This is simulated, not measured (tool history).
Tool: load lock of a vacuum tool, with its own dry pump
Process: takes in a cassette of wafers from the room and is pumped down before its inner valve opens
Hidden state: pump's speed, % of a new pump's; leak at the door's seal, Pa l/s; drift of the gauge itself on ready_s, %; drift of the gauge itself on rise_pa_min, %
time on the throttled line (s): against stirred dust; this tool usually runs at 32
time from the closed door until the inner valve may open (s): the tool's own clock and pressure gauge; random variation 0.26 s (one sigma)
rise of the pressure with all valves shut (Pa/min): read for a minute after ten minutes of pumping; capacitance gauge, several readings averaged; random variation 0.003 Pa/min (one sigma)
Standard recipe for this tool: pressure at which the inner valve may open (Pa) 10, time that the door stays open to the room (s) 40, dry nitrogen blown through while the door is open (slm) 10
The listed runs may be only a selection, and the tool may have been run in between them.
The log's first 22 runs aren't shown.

| run | day | time on the throttled line (s) | pressure at which the inner valve may open (Pa) | time that the door stays open to the room (s) | dry nitrogen blown through while the door is open (slm) | hours that the pump has run since its overhaul | times that the door has closed on its seal | incoming humidity of the room's air, % | time from the closed door until the inner valve may open (s) | rise of the pressure with all valves shut (Pa/min) |
|---|---|---|---|---|---|---|---|---|---|---|
| 23 | 52.642 | 26 | 10 | 94 | 12 | 2630 | 8639 | 46.1 | 55.9 | 0.133 |
| 24 | 55.483 | 26 | 10 | 94 | 12 | 2698 | 8779 | 42.1 | 56.1 | 0.128 |
| 25 | 58.212 | 32 | 20 | 61 | 14 | 2764 | 8913 | 47 | 58.5 | 0.119 |
| 26 | 60.15 | 32 | 15 | 82 | 14 | 2810 | 9008 | 43.3 | 59.1 | 0.126 |
| 27 | 62.421 | 33 | 15 | 137 | 14 | 2865 | 9120 | 43 | 59.8 | 0.14 |
| 28 | 64.171 | 33 | 15 | 137 | 14 | 2907 | 9206 | 46.1 | 60.3 | 0.156 |
| 29 | 67.988 | 33 | 15 | 137 | 14 | 2998 | 9394 | 45.1 | 60.1 | 0.145 |
| 30 | 71.271 | 33 | 15 | 137 | 14 | 3077 | 9556 | 43.7 | 60.1 | 0.151 |
| 31 | 73.117 | 33 | 15 | 137 | 4 | 3121 | 9647 | 45.1 | 60.1 | 0.167 |
| 32 | 76.458 | 49 | 9 | 44 | 4 | 3202 | 9811 | 47.7 | 75.4 | 0.132 |
| 33 | 79.317 | 36 | 10 | 40 | 40 | 3270 | 9952 | 45.4 | 64.3 | 0.104 |
| 34 | 81.483 | 32 | 13 | 203 | 5 | 3322 | 10059 | 45.3 | 60.1 | 0.188 |
| 35 | 85.121 | 27 | 7 | 40 | 10 | 3410 | 10238 | 45.5 | 58.2 | 0.126 |
| 36 | 87.454 | 32 | 14 | 99 | 4 | 3466 | 10353 | 46.6 | 60 | 0.168 |
| 37 | 89.279 | 40 | 9 | 49 | 33 | 3509 | 10442 | 45.2 | 68.1 | 0.112 |

4 options for the next run, each taken on its own from the tool as it stands now. Forecast them:
| A | 91.796 | 40 | 9 | 156 | 33 | 3570 | 10566 | 47.8 | ? | ? |
| B | 91.796 | 40 | 7 | 49 | 27 | 3570 | 10566 | 43.5 | ? | ? |
| C | 91.796 | 40 | 8 | 49 | 33 | 3570 | 10566 | 44.6 | ? | ? |
| D | 91.796 | 40 | 9 | 129 | 11 | 3570 | 10566 | 43.5 | ? | ? |

| run | time from the closed door until the inner valve may open (s) | rise of the pressure with all valves shut (Pa/min) |
|---|---|---|
| A | 67.3 | 0.145 |
| B | 68.9 | 0.117 |
| C | 68.1 | 0.112 |
| D | 67.6 | 0.157 |
Without the tool's unlogged condition, the same runs would have read:
| run | time from the closed door until the inner valve may open (s) | rise of the pressure with all valves shut (Pa/min) |
|---|---|---|
| A | 65.9 | 0.064 |
| B | 67.3 | 0.038 |
| C | 66.6 | 0.034 |
| D | 66.1 | 0.078 |

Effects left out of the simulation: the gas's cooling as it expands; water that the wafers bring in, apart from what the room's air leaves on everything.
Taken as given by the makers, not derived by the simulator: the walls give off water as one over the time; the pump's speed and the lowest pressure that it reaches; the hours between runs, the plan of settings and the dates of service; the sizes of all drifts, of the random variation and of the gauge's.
